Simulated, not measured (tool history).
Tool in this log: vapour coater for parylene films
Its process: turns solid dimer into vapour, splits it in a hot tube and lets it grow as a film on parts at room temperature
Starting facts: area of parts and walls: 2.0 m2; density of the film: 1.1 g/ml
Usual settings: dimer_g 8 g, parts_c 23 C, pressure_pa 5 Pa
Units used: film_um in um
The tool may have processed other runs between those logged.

run,hour,dimer_g,parts_c,pressure_pa,film_um
1,0,8,23,5,1.91
2,27.1,6,23,5,1.42
3,82.6,8,23,5,1.94
4,109.1,8,16,5,2.69
5,150.7,8,16,5,2.63
6,212.3,8,16,10.18,2.43
7,248.5,8,23,2.73,1.98
8,308.9,8,26,5,1.59
9,347.4,8,23,5,1.85
10,400.5,8,30,5,1.29
11,439.8,8,30,5,1.29
12,478.9,8,30,5,1.29
13,530.6,8,30,5,1.28
14,585.2,8,30,7.75,1.21
15,633,12,23,11.26,2.41
16,671,4,16,2.7,1.33
# hour 678.5: trap's valve overhauled
17,702.4,14,27,3.07,2.56
18,754.2,10,26,8.12,1.71
19,793,10,26,8.12,1.7
20,821,6,20,3.5,1.45
21,880.5,8,19,5.05,1.94
22,918.2,8,19,5.05,1.92

Below are 5 alternative next runs, each starting from the tool's condition after run 22. Predict each:
# hour 950.2: trap's valve overhauled, once more
A,952.8,4,32,3.08,?
# hour 950.2: trap's valve overhauled, once more
B,952.8,13,17,5.05,?
# hour 950.2: trap's valve overhauled, once more
C,952.8,8,24,5,?
# hour 950.2: trap's valve overhauled, once more
D,952.8,5,19,3.59,?
# hour 950.2: trap's valve overhauled, once more
E,952.8,3,20,5.05,?

run,film_um
A,0.67
B,4.19
C,1.89
D,1.51
E,0.84
Take away the tool's hidden state, keep each run's random variation, and the runs would have read:
run,film_um
A,0.68
B,4.26
C,1.92
D,1.54
E,0.85

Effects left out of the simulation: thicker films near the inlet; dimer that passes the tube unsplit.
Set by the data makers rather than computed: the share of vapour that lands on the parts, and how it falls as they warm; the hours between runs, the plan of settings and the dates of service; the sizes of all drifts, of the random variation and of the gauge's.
